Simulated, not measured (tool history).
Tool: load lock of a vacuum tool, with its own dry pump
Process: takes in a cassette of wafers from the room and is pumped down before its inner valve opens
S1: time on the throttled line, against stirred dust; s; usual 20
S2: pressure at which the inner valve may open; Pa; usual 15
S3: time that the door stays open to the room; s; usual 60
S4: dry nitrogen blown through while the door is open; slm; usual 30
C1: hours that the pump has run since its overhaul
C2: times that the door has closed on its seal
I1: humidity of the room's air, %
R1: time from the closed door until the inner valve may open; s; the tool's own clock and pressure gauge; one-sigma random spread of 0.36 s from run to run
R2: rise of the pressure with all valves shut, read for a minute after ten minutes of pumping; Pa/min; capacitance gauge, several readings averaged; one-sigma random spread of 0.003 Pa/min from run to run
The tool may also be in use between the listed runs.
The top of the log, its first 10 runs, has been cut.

run     hour  S1  S2   S3  S4     C1     C2    I1    R1     R2
 11   3885.3  20  15   60  39  12039  56297  45.1  37.7  0.131
 12   4277.6  20  15  116  39  12431  57754  47.7  36.7  0.142
 13     4517  20  15   60  30  12670  58643  45.1  36.8  0.142
 14   5073.2  20  15   60  30  13227  60707    46  37.3  0.155
 15   5609.2  20  15   60  30  13762  62697  44.3  38.2  0.155
 16   6066.5  20  15   60  30  14220  64395    42  36.8  0.162
 17   6599.2  11  12  154   5  14752  66372  45.2  32.5  0.211
      6820.3  -- door's seal changed, seat wiped
 18   7104.3  31  15   68  30  15256   1054  46.3  46.4  0.021
      7154.3  -- dry pump taken out, an overhauled one fitted
 19   7452.4  28  15   45   5    298   2324  48.1  39.9  0.036
 20   7792.3  34  15   60  30    638   3586    48  44.3  0.018
 21   8252.8  24  23   60   6   1099   5295  45.9    35  0.043
 22   8571.7  24  23   60   6   1417   6479  42.2  35.7  0.038
 23   9028.7  24  23   60   6   1874   8176  45.1    36  0.037
 24   9502.2  24  23   60   6   2348   9934  46.4  36.2  0.043
 25   9779.8  13  12   42   5   2626  10964  42.5  28.9  0.037
 26  10279.8  28  18   42  22   3125  12820  44.2  39.8  0.028
 27  10512.1  28  18   42  22   3358  13682  46.3  40.6  0.025
 28  10816.7  28  18   42  22   3662  14813    45  39.4   0.03
 29    11124  20  15   60  11   3970  15954  45.3  34.6  0.044
 30    11595  36  29   60  24   4441  17702  46.3  45.5   0.04

Forecast each of these 3 alternatives for the next run:
  A  11909.7  36  24   60  24  4755  18871  42.4   ?   ?
  B  11909.7  20  15   60   6  4755  18871  45.1   ?   ?
  C  11909.7  37  29  108  30  4755  18871  45.7   ?   ?

run    R1     R2
  A  45.6  0.042
  B  34.5  0.062
  C  46.2  0.046
The same runs, with their run-to-run variation unchanged, on a tool lacking any hidden condition would have given:
run    R1     R2
  A  44.8  0.023
  B  33.4  0.042
  C  45.5  0.027
